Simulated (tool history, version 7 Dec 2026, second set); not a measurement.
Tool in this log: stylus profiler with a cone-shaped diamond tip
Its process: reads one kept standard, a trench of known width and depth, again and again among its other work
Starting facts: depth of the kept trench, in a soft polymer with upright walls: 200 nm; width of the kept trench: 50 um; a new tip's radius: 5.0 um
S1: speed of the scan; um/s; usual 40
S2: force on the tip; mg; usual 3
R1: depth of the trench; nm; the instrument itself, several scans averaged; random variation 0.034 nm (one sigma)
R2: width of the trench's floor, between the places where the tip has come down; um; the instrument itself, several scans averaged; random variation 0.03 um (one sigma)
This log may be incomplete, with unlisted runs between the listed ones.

run   hour   S1    S2      R1     R2
  1      0   40     3  202.29  46.83
  2   11.9   40     3  202.32  46.83
  3   22.8   40     3  202.35  46.82
  4   36.3  133     3  202.41  46.32
  5   42.9  133     3   202.4  46.38
  6   56.8   40  1.18  201.38  46.72
  7   72.6   41     3  202.36  46.77
      74.3  -- height scale calibrated on a step standard
  8     86   91  6.31  203.72  46.62
  9   92.6   16  7.06  204.03  46.89
 10  107.2   27  7.89  204.25  46.85
 11    119   31  2.74  202.43  46.78
     128.9  -- height scale calibrated on a step standard, once more
 12  128.9  128  2.57  201.79  46.29
 13  138.5  128  2.57   201.8  46.32

Difference, measured minus no-hidden-state, one row per run. Run-to-run variation is common to both terms; the gauge's own scatter need not be:
Hidden state present: radius of the tip, um; height scale over the true one, %; drift of the gauge itself on depth_nm, %; drift of the gauge itself on floor_um, %.
run     R1     R2
  1  +0.34  -0.22
  2  +0.35  -0.22
  3  +0.36  -0.23
  4  +0.37  -0.24
  5  +0.36  -0.24
  6  +0.37  -0.24
  7  +0.38  -0.25
  8  +0.49  -0.26
  9  +0.49  -0.25
 10  +0.49  -0.26
 11  +0.49  -0.27
 12  +0.02  -0.27
 13  +0.03  -0.27
